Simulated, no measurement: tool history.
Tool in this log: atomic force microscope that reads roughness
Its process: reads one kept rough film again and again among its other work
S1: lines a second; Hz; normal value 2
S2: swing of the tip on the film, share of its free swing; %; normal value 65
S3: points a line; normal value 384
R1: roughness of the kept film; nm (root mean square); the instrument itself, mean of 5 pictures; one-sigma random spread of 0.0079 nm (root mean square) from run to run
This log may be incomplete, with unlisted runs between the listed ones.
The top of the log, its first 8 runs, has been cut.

run   hour    S1  S2   S3     R1
     288.9  -- new tip fitted
  9  294.3     2  65  361  1.722
 10  350.6     2  65  361  1.681
 11  387.9     2  65  361   1.65
 12  443.3     2  65  361  1.592
 13  467.1   0.7  65  384  1.649
 14  496.9   0.7  65  384  1.621
 15  547.6   0.7  65  384   1.59
     558.4  -- new tip fitted
 16  584.8     2  59  384  1.728
 17  624.2     2  65  384  1.668
 18  647.7  0.71  65  384  1.718
 19  705.4  0.71  65  297  1.648
 20  744.7     2  65  285  1.568
 21  788.6  1.38  65  384  1.583
     825.7  -- new tip fitted
 22  827.6  1.38  65  384  1.761
 23  853.3     2  65  384  1.727
 24  884.5     2  65  384  1.693
 25  921.9     2  65  384  1.661
 26  961.8     2  65  384  1.633
 27  991.1  2.21  74  384  1.544

Run 28 is up next; what results do you expect?
 28  1036.8  0.57  76  552   ?

{"run 28": {"R1": 1.626}}
Were there no unlogged condition in the tool, this run, its random variation unchanged, would have produced R1 1.766 nm (root mean square).
